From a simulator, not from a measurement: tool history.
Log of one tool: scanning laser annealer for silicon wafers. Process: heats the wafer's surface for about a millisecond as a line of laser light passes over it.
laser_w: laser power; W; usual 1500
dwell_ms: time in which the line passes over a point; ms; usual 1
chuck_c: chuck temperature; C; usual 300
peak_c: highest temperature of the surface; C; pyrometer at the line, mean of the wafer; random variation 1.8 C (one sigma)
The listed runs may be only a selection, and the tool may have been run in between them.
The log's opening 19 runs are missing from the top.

run   hour  laser_w  dwell_ms  chuck_c  peak_c
 20  188.7     1326      0.79      295     858
 21  200.6     1326      0.79      295     856
 22  206.8     1326      0.79      295     855
 23  216.1     1636         1      300    1127
 24  223.3     1636         1      300    1132
 25  231.1     1636         1      300    1131
 26    242     1636         1      300    1131
 27  252.9     1636      0.78      322    1041
 28  260.9     1636      1.01      271    1107
 29    267     1636      1.01      271    1106
 30  279.2     1636      1.01      271    1102
 31  288.1     1500         1      312    1058

Predict each of these 3 candidate next runs independently; none follows another, all start after run 31:
  A  296.5     1299         1      312       ?
  B  296.5     1277      0.78      293       ?
  C  296.5     1572      0.84      328       ?

run  peak_c
  A     938
  B     827
  C    1044
Take away the tool's hidden state, keep each run's random variation, and the runs would have read:
run  peak_c
  A     958
  B     844
  C    1067
